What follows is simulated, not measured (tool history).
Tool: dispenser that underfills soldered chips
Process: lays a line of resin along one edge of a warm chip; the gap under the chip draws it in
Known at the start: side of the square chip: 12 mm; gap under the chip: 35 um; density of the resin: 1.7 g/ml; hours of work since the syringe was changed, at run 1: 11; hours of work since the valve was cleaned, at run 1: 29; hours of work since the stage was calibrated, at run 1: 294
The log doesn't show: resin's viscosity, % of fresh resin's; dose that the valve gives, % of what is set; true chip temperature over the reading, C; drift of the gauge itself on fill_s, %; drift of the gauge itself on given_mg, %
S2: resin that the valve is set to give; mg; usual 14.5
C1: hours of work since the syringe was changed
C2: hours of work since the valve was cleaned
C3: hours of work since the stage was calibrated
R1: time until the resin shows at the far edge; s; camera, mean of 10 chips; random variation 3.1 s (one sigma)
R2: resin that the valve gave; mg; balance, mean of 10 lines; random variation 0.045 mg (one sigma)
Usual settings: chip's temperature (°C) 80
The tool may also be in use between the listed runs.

run 1 hour=0.0 | chip's_temperature_(°C)=80 S2=14.5 | C1=11 C2=29 C3=294 | R1=816.5 R2=14.34
-- hour=2.7 new syringe of resin
run 2 hour=15.5 | chip's_temperature_(°C)=80 S2=14.5 | C1=9 C2=39 C3=305 | R1=699.7 R2=14.29
-- hour=20.8 new syringe of resin
run 3 hour=26.2 | chip's_temperature_(°C)=80 S2=14.5 | C1=4 C2=46 C3=312 | R1=447.4 R2=14.09
-- hour=39.2 new syringe of resin
run 4 hour=40.9 | chip's_temperature_(°C)=80 S2=14.5 | C1=1 C2=56 C3=322 | R1=367.7 R2=14.11
run 5 hour=53.6 | chip's_temperature_(°C)=80 S2=14.5 | C1=10 C2=65 C3=331 | R1=764.7 R2=14.07
-- hour=57.1 new syringe of resin
run 6 hour=63.0 | chip's_temperature_(°C)=80 S2=14.5 | C1=4 C2=71 C3=337 | R1=469.9 R2=13.96
-- hour=74.7 new syringe of resin
run 7 hour=79.3 | chip's_temperature_(°C)=80 S2=14.5 | C1=3 C2=82 C3=348 | R1=447.8 R2=13.91
-- hour=85.3 dispensing valve cleaned and set on the balance
-- hour=93.8 new syringe of resin
run 8 hour=93.8 | chip's_temperature_(°C)=80 S2=14.5 | C1=0 C2=6 C3=357 | R1=334.3 R2=14.50
run 9 hour=102.4 | chip's_temperature_(°C)=80 S2=15.3 | C1=6 C2=12 C3=363 | R1=555.9 R2=15.21
-- hour=112.4 new syringe of resin
run 10 hour=117.6 | chip's_temperature_(°C)=80 S2=15.3 | C1=4 C2=22 C3=373 | R1=448.9 R2=15.19
-- hour=130.3 new syringe of resin
run 11 hour=132.2 | chip's_temperature_(°C)=80 S2=14.5 | C1=1 C2=32 C3=383 | R1=376.0 R2=14.31
-- hour=148.5 new syringe of resin
run 12 hour=149.6 | chip's_temperature_(°C)=80 S2=14.5 | C1=1 C2=43 C3=395 | R1=365.0 R2=14.15
run 13 hour=163.7 | chip's_temperature_(°C)=80 S2=18.3 | C1=10 C2=53 C3=404 | R1=785.4 R2=17.81
-- hour=166.7 new syringe of resin
run 14 hour=171.2 | chip's_temperature_(°C)=80 S2=18.3 | C1=3 C2=58 C3=409 | R1=441.7 R2=17.76
-- hour=184.4 new syringe of resin
run 15 hour=184.4 | chip's_temperature_(°C)=80 S2=18.3 | C1=0 C2=67 C3=418 | R1=332.5 R2=17.70
run 16 hour=196.2 | chip's_temperature_(°C)=80 S2=18.3 | C1=8 C2=75 C3=426 | R1=651.3 R2=17.62
-- hour=202.1 new syringe of resin
-- hour=212.4 dispensing valve cleaned and set on the balance
run 17 hour=214.7 | chip's_temperature_(°C)=80 S2=14.5 | C1=8 C2=2 C3=438 | R1=654.6 R2=14.47
-- hour=221.8 new syringe of resin
run 18 hour=225.0 | chip's_temperature_(°C)=80 S2=12.8 | C1=2 C2=8 C3=445 | R1=410.5 R2=12.75
run 19 hour=238.6 | chip's_temperature_(°C)=88 S2=13.6 | C1=11 C2=18 C3=454 | R1=606.2 R2=13.44
-- hour=239.8 new syringe of resin
run 20 hour=250.7 | chip's_temperature_(°C)=88 S2=13.6 | C1=8 C2=26 C3=462 | R1=446.1 R2=13.40
-- hour=257.9 new syringe of resin
run 21 hour=259.1 | chip's_temperature_(°C)=67 S2=17.9 | C1=1 C2=31 C3=468 | R1=652.6 R2=17.63
run 22 hour=268.1 | chip's_temperature_(°C)=67 S2=17.9 | C1=7 C2=38 C3=474 | R1=1091.7 R2=17.55
-- hour=275.9 new syringe of resin
run 23 hour=284.7 | chip's_temperature_(°C)=67 S2=17.9 | C1=6 C2=49 C3=485 | R1=1024.1 R2=17.45
-- hour=294.5 new syringe of resin
run 24 hour=297.4 | chip's_temperature_(°C)=79 S2=13.7 | C1=2 C2=57 C3=494 | R1=429.3 R2=13.26
-- hour=313.1 new syringe of resin
run 25 hour=315.0 | chip's_temperature_(°C)=87 S2=14.4 | C1=1 C2=69 C3=506 | R1=283.5 R2=13.83
run 26 hour=324.6 | chip's_temperature_(°C)=87 S2=14.0 | C1=8 C2=76 C3=512 | R1=495.1 R2=13.51
-- hour=331.5 new syringe of resin
run 27 hour=334.7 | chip's_temperature_(°C)=93 S2=16.5 | C1=2 C2=83 C3=519 | R1=235.6 R2=15.80
-- hour=340.0 dispensing valve cleaned and set on the balance
run 28 hour=343.5 | chip's_temperature_(°C)=93 S2=16.5 | C1=8 C2=2 C3=525 | R1=359.6 R2=16.51
-- hour=350.2 new syringe of resin
run 29 hour=352.3 | chip's_temperature_(°C)=72 S2=15.9 | C1=1 C2=8 C3=530 | R1=544.6 R2=15.80
run 30 hour=363.4 | chip's_temperature_(°C)=72 S2=15.9 | C1=9 C2=16 C3=538 | R1=1021.9 R2=15.76
-- hour=368.0 new syringe of resin
run 31 hour=371.5 | chip's_temperature_(°C)=72 S2=15.9 | C1=2 C2=21 C3=543 | R1=610.3 R2=15.76
-- hour=386.4 new syringe of resin
run 32 hour=386.6 | chip's_temperature_(°C)=76 S2=16.0 | C1=0 C2=31 C3=554 | R1=411.0 R2=15.79
run 33 hour=394.3 | chip's_temperature_(°C)=73 S2=13.0 | C1=5 C2=37 C3=559 | R1=735.2 R2=12.67
run 34 hour=403.6 | chip's_temperature_(°C)=73 S2=13.0 | C1=12 C2=43 C3=565 | R1=1264.0 R2=12.78
-- hour=405.5 new syringe of resin
run 35 hour=416.8 | chip's_temperature_(°C)=73 S2=13.0 | C1=8 C2=52 C3=574 | R1=913.1 R2=12.66
-- hour=424.0 new syringe of resin
run 36 hour=434.4 | chip's_temperature_(°C)=78 S2=15.3 | C1=7 C2=64 C3=586 | R1=666.8 R2=14.78

The same runs without the tool's hidden state, with the same run-to-run variation:
run=1 R1=314.5 R2=14.53
run=2 R1=313.0 R2=14.56
run=3 R1=313.5 R2=14.41
run=4 R1=308.2 R2=14.50
run=5 R1=312.5 R2=14.51
run=6 R1=313.4 R2=14.45
run=7 R1=317.2 R2=14.48
run=8 R1=308.5 R2=14.55
run=9 R1=316.3 R2=15.31
run=10 R1=308.9 R2=15.36
run=11 R1=310.2 R2=14.55
run=12 R1=312.8 R2=14.47
run=13 R1=304.8 R2=18.31
run=14 R1=307.4 R2=18.30
run=15 R1=303.7 R2=18.32
run=16 R1=306.2 R2=18.32
run=17 R1=310.9 R2=14.50
run=18 R1=319.6 R2=12.81
run=19 R1=220.4 R2=13.58
run=20 R1=221.3 R2=13.60
run=21 R1=554.8 R2=17.93
run=22 R1=558.5 R2=17.91
run=23 R1=559.4 R2=17.90
run=24 R1=328.9 R2=13.66
run=25 R1=230.7 R2=14.34
run=26 R1=233.3 R2=14.05
run=27 R1=177.7 R2=16.50
run=28 R1=174.2 R2=16.54
run=29 R1=443.1 R2=15.87
run=30 R1=443.6 R2=15.90
run=31 R1=445.5 R2=15.94
run=32 R1=373.2 R2=16.04
run=33 R1=431.3 R2=12.90
run=34 R1=438.4 R2=13.06
run=35 R1=425.5 R2=13.01
run=36 R1=333.7 R2=15.27
